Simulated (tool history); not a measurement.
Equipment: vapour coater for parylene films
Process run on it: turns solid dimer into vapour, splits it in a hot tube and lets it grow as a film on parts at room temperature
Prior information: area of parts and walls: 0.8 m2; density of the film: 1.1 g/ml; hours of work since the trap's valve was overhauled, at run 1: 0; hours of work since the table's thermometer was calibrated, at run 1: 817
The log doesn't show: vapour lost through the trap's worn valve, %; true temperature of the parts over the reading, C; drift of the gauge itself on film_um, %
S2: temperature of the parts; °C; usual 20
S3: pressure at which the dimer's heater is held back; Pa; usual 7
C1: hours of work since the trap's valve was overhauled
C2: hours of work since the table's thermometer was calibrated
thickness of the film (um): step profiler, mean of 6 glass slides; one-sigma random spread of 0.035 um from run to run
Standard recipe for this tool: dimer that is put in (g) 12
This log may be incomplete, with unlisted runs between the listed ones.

run 1 hour=0 | dimer_that_is_put_in_(g)=12 S2=20 S3=7 | C1=0 C2=817 | thickness_of_the_film_(um)=6.94
run 2 hour=28.7 | dimer_that_is_put_in_(g)=12 S2=20 S3=7 | C1=12 C2=829 | thickness_of_the_film_(um)=6.94
run 3 hour=75.9 | dimer_that_is_put_in_(g)=12 S2=20 S3=7 | C1=31 C2=848 | thickness_of_the_film_(um)=6.91
run 4 hour=113.8 | dimer_that_is_put_in_(g)=12 S2=20 S3=7 | C1=47 C2=864 | thickness_of_the_film_(um)=6.96
run 5 hour=152.1 | dimer_that_is_put_in_(g)=12 S2=20 S3=7 | C1=63 C2=880 | thickness_of_the_film_(um)=6.88
run 6 hour=198.3 | dimer_that_is_put_in_(g)=12 S2=20 S3=7 | C1=82 C2=899 | thickness_of_the_film_(um)=6.89
run 7 hour=234.1 | dimer_that_is_put_in_(g)=12 S2=20 S3=7 | C1=96 C2=913 | thickness_of_the_film_(um)=6.95
run 8 hour=260.2 | dimer_that_is_put_in_(g)=12 S2=20 S3=7 | C1=107 C2=924 | thickness_of_the_film_(um)=6.97
run 9 hour=287.1 | dimer_that_is_put_in_(g)=12 S2=20 S3=7 | C1=118 C2=935 | thickness_of_the_film_(um)=6.86
run 10 hour=340.4 | dimer_that_is_put_in_(g)=12 S2=27 S3=7 | C1=140 C2=957 | thickness_of_the_film_(um)=6.09
run 11 hour=387.2 | dimer_that_is_put_in_(g)=12 S2=27 S3=7 | C1=159 C2=976 | thickness_of_the_film_(um)=6.17
run 12 hour=444.2 | dimer_that_is_put_in_(g)=21 S2=17 S3=3.06 | C1=183 C2=1000 | thickness_of_the_film_(um)=14.1
run 13 hour=471.7 | dimer_that_is_put_in_(g)=17 S2=20 S3=7 | C1=194 C2=1011 | thickness_of_the_film_(um)=9.83
run 14 hour=509.3 | dimer_that_is_put_in_(g)=12 S2=30 S3=7 | C1=209 C2=1027 | thickness_of_the_film_(um)=5.82
run 15 hour=566.4 | dimer_that_is_put_in_(g)=7 S2=17 S3=2.99 | C1=233 C2=1050 | thickness_of_the_film_(um)=4.7
-- hour=580.3 trap's valve overhauled
run 16 hour=620.4 | dimer_that_is_put_in_(g)=9 S2=22 S3=7.87 | C1=16 C2=1070 | thickness_of_the_film_(um)=4.97
run 17 hour=672.1 | dimer_that_is_put_in_(g)=9 S2=22 S3=7.87 | C1=38 C2=1092 | thickness_of_the_film_(um)=4.94
run 18 hour=718.2 | dimer_that_is_put_in_(g)=6 S2=27 S3=7.7 | C1=57 C2=1111 | thickness_of_the_film_(um)=3.04
run 19 hour=759.1 | dimer_that_is_put_in_(g)=11 S2=21 S3=7 | C1=73 C2=1128 | thickness_of_the_film_(um)=6.28
run 20 hour=786.7 | dimer_that_is_put_in_(g)=10 S2=17 S3=4.37 | C1=85 C2=1139 | thickness_of_the_film_(um)=6.47
run 21 hour=821.8 | dimer_that_is_put_in_(g)=16 S2=17 S3=2.36 | C1=99 C2=1153 | thickness_of_the_film_(um)=11.14
run 22 hour=880.1 | dimer_that_is_put_in_(g)=6 S2=14 S3=8.22 | C1=123 C2=1177 | thickness_of_the_film_(um)=3.77

3 options for the next run, each taken on its own from the tool as it stands now. Forecast them:
run A hour=932.8 | dimer_that_is_put_in_(g)=16 S2=14 S3=8.22 | C1=145 C2=1199 | thickness_of_the_film_(um)=?
run B hour=932.8 | dimer_that_is_put_in_(g)=9 S2=14 S3=8.22 | C1=145 C2=1199 | thickness_of_the_film_(um)=?
run C hour=932.8 | dimer_that_is_put_in_(g)=20 S2=21 S3=7.6 | C1=145 C2=1199 | thickness_of_the_film_(um)=?

run=A thickness_of_the_film_(um)=9.88
run=B thickness_of_the_film_(um)=5.6
run=C thickness_of_the_film_(um)=11.24
Take away the tool's hidden state, keep each run's random variation, and the runs would have read:
run=A thickness_of_the_film_(um)=9.91
run=B thickness_of_the_film_(um)=5.62
run=C thickness_of_the_film_(um)=11.27
